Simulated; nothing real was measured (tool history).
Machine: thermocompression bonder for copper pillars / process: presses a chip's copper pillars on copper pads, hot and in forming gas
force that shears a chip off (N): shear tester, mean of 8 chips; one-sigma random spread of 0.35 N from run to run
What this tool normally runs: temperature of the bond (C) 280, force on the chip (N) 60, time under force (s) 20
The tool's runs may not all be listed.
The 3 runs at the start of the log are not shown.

run    day  temperature of the bond (C)  force on the chip (N)  time under force (s)  force that shears a chip off (N)
  4  0.912                          280                     60                    20                              55.8
  5  1.162                          280                     60                    20                                56
  6  1.383                          280                     60                    20                              55.8
  7  1.604                          280                     60                    20                              55.9
  8   1.85                          280                     60                    20                              55.4
  9  2.054                          298                     60                    20                              70.6
 10  2.438                          298                     60                    20                              70.9
 11  2.846                          280                     60                    20                              55.5
 12  3.146                          280                     60                    20                              55.4
 13  3.583                          280                     60                    20                              55.2
 14  3.967                          280                     60                    20                              55.8
 15  4.279                          280                     60                    51                                78
 16  4.512                          280                     60                    29                              64.2
 17  4.733                          280                     60                    29                              63.8
 18  4.962                          263                     60                    20                              42.5
 19  5.346                          263                     60                    20                              41.8
 20  5.617                          263                     60                    20                              42.2

The next listed run, before its measurement:
 21  5.833                          263                     60                    20                                 ?

{"run 21": {"force that shears a chip off (N)": 42.7}}
On a tool with no hidden condition, and with the same random variation, this run would have come out at force that shears a chip off (N) 42.6.

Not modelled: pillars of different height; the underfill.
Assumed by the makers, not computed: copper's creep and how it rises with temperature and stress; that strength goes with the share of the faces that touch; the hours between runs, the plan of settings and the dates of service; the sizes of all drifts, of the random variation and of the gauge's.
